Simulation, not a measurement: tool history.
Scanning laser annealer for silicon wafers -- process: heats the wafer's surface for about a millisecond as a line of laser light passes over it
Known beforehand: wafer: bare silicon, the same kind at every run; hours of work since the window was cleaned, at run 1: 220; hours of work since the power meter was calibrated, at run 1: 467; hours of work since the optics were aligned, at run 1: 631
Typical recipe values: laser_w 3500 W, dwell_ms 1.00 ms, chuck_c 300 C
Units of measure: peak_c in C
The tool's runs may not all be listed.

| run | hour | laser_w | dwell_ms | chuck_c | hours of work since the window was cleaned | hours of work since the power meter was calibrated | hours of work since the optics were aligned | peak_c |
|---|---|---|---|---|---|---|---|---|
| 1 | 0.0 | 3500 | 1.00 | 300 | 220 | 467 | 631 | 1107 |
| 2 | 24.1 | 3500 | 1.00 | 288 | 231 | 478 | 642 | 1100 |
| 3 | 55.1 | 3500 | 1.00 | 300 | 245 | 492 | 656 | 1111 |
| 4 | 81.2 | 3652 | 1.00 | 300 | 257 | 504 | 668 | 1149 |
| 5 | 107.9 | 3652 | 1.00 | 300 | 269 | 516 | 681 | 1151 |
| 6 | 132.7 | 3543 | 1.00 | 300 | 281 | 528 | 692 | 1117 |
| 7 | 153.3 | 3543 | 1.00 | 300 | 290 | 537 | 701 | 1115 |
|  | 157.1 | window over the wafer cleaned |
| 8 | 186.9 | 3543 | 1.00 | 300 | 14 | 552 | 716 | 1109 |
| 9 | 209.8 | 3500 | 1.00 | 300 | 24 | 562 | 726 | 1093 |
| 10 | 235.8 | 3500 | 1.00 | 288 | 36 | 574 | 738 | 1076 |
| 11 | 262.0 | 3500 | 1.24 | 297 | 48 | 586 | 750 | 1198 |
| 12 | 281.4 | 2987 | 1.22 | 310 | 57 | 595 | 759 | 1042 |
| 13 | 306.7 | 3261 | 0.87 | 304 | 69 | 606 | 771 | 975 |
| 14 | 336.6 | 3588 | 0.87 | 279 | 82 | 620 | 784 | 1030 |
|  | 368.2 | window over the wafer cleaned, once more |
| 15 | 368.4 | 3500 | 1.23 | 270 | 0 | 634 | 798 | 1196 |
| 16 | 385.4 | 3500 | 1.00 | 279 | 8 | 642 | 806 | 1098 |
| 17 | 407.1 | 3378 | 0.95 | 300 | 18 | 652 | 816 | 1060 |
| 18 | 440.0 | 3378 | 0.95 | 300 | 33 | 667 | 831 | 1062 |
| 19 | 474.2 | 3588 | 0.97 | 332 | 49 | 682 | 846 | 1156 |
| 20 | 493.9 | 3588 | 0.97 | 337 | 58 | 691 | 855 | 1161 |

For each entry between runs, how does the tool's hidden state at the last listed run before it compare with that at the first listed run after it?
After run 7, before run 8: window over the wafer cleaned (hour 157.1)
  light that passes the window, % of a clean one's: 98.17 -> 97.21; laser's true power over the reading, %: -0.12 -> -0.13; width of the line over the set one, %: 3.33 -> 3.39
  what was measured, less what the result would be without the hidden state, peak_c: -36 -> -46 C
After run 14, before run 15: window over the wafer cleaned, once more (hour 368.2)
  light that passes the window, % of a clean one's: 96.77 -> 100; laser's true power over the reading, %: -0.15 -> -0.16; width of the line over the set one, %: 3.69 -> 3.76
  what was measured, less what the result would be without the hidden state, peak_c: -49 -> -23 C

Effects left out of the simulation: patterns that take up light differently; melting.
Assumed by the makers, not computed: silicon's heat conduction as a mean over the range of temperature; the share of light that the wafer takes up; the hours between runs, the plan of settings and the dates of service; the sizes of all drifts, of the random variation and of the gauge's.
